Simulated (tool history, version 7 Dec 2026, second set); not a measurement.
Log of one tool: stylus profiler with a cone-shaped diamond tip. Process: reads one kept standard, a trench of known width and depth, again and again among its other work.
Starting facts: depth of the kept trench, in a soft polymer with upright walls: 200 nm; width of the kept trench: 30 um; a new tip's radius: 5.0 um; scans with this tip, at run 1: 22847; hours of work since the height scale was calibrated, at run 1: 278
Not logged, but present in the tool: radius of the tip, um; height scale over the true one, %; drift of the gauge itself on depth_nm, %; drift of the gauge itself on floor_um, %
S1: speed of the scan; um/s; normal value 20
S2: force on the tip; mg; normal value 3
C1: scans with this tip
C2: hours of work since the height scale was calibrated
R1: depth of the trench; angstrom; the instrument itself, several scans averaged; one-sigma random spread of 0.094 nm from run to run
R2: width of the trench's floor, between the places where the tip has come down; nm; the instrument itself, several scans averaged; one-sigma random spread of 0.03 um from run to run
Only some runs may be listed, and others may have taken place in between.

run 1 hour=0.0 | S1=20 S2=3 | C1=22847 C2=278 | R1=2029.9 R2=26540
run 2 hour=104.1 | S1=20 S2=3 | C1=23373 C2=328 | R1=2030.3 R2=26470
run 3 hour=212.6 | S1=10 S2=3 | C1=23922 C2=380 | R1=2027.7 R2=26490
run 4 hour=343.2 | S1=20 S2=3 | C1=24582 C2=443 | R1=2029.4 R2=26450
run 5 hour=476.4 | S1=20 S2=3 | C1=25256 C2=507 | R1=2028.6 R2=26480
run 6 hour=598.2 | S1=20 S2=3 | C1=25872 C2=565 | R1=2027.5 R2=26430
run 7 hour=690.4 | S1=20 S2=3 | C1=26338 C2=609 | R1=2026.9 R2=26460
run 8 hour=765.5 | S1=20 S2=3 | C1=26718 C2=645 | R1=2027.4 R2=26440

Estimate the outcome of run 9 from the log above:
run 9 hour=881.9 | S1=20 S2=3 | C1=27306 C2=701 | R1=? R2=?

Run 9 measured R1 2026.6 angstrom, R2 26380 nm.
With the hidden condition absent and the run-to-run variation left alone, this run would have shown R1 2032.5 angstrom, R2 27120 nm.

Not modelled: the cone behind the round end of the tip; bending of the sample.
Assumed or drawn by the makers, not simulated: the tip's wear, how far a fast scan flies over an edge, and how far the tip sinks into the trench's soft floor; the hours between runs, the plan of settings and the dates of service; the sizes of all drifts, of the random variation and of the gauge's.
